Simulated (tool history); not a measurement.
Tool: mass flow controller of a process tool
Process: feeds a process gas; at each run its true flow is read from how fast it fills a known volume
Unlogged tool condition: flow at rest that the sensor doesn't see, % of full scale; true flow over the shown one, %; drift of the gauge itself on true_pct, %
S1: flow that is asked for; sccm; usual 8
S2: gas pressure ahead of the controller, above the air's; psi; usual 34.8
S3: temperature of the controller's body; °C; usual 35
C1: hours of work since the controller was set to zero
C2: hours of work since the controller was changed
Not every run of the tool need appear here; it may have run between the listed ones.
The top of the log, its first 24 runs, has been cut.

run 25 hour=1954.8 | S1=3 S2=25.2 S3=35 | C1=3048 C2=3048 | true_flow_(%)=96.75
run 26 hour=2040.4 | S1=17 S2=26.8 S3=22 | C1=3099 C2=3099 | true_flow_(%)=99.75
run 27 hour=2154.6 | S1=12 S2=34.8 S3=38 | C1=3168 C2=3168 | true_flow_(%)=98.17
run 28 hour=2213.6 | S1=12 S2=34.8 S3=38 | C1=3203 C2=3203 | true_flow_(%)=98.33
run 29 hour=2334.3 | S1=12 S2=34.8 S3=38 | C1=3275 C2=3275 | true_flow_(%)=98.36
run 30 hour=2439.4 | S1=12 S2=34.8 S3=38 | C1=3338 C2=3338 | true_flow_(%)=98.31
run 31 hour=2531.2 | S1=12 S2=34.8 S3=38 | C1=3393 C2=3393 | true_flow_(%)=98.35
run 32 hour=2593.3 | S1=6 S2=29.7 S3=38 | C1=3431 C2=3431 | true_flow_(%)=97.24
run 33 hour=2661.9 | S1=4 S2=29.7 S3=33 | C1=3472 C2=3472 | true_flow_(%)=97.36
run 34 hour=2738.7 | S1=8 S2=34.8 S3=35 | C1=3518 C2=3518 | true_flow_(%)=97.87
run 35 hour=2810.4 | S1=12 S2=34.8 S3=35 | C1=3561 C2=3561 | true_flow_(%)=98.54
run 36 hour=2916.9 | S1=16 S2=34.8 S3=31 | C1=3624 C2=3624 | true_flow_(%)=99.34
run 37 hour=2992.4 | S1=18 S2=33.5 S3=26 | C1=3670 C2=3670 | true_flow_(%)=99.94
run 38 hour=3109.5 | S1=18 S2=23.9 S3=26 | C1=3740 C2=3740 | true_flow_(%)=99.46
run 39 hour=3213.1 | S1=18 S2=23.5 S3=38 | C1=3802 C2=3802 | true_flow_(%)=98.37
run 40 hour=3298.2 | S1=5 S2=29.4 S3=21 | C1=3853 C2=3853 | true_flow_(%)=98.51
run 41 hour=3358.1 | S1=2 S2=37.6 S3=35 | C1=3889 C2=3889 | true_flow_(%)=97.28
run 42 hour=3431.7 | S1=9 S2=34.8 S3=35 | C1=3933 C2=3933 | true_flow_(%)=98.19
run 43 hour=3529 | S1=4 S2=34.8 S3=29 | C1=3991 C2=3991 | true_flow_(%)=98.01
run 44 hour=3580.6 | S1=4 S2=27.8 S3=36 | C1=4022 C2=4022 | true_flow_(%)=97.16
run 45 hour=3670.3 | S1=8 S2=21.5 S3=35 | C1=4076 C2=4076 | true_flow_(%)=97.35
run 46 hour=3727.7 | S1=8 S2=31 S3=37 | C1=4110 C2=4110 | true_flow_(%)=97.59
run 47 hour=3828.1 | S1=10 S2=34.8 S3=39 | C1=4170 C2=4170 | true_flow_(%)=97.95

Alternative continuations, all from the tool just after run 47; predict every row:
run A hour=3944 | S1=3 S2=34.8 S3=39 | C1=4240 C2=4240 | true_flow_(%)=?
run B hour=3944 | S1=16 S2=21.5 S3=37 | C1=4240 C2=4240 | true_flow_(%)=?
run C hour=3944 | S1=3 S2=25.8 S3=35 | C1=4240 C2=4240 | true_flow_(%)=?

run=A true_flow_(%)=97.03
run=B true_flow_(%)=98.23
run=C true_flow_(%)=96.86
With no hidden state in the tool, these same runs would have given:
run=A true_flow_(%)=97.02
run=B true_flow_(%)=98.22
run=C true_flow_(%)=96.84
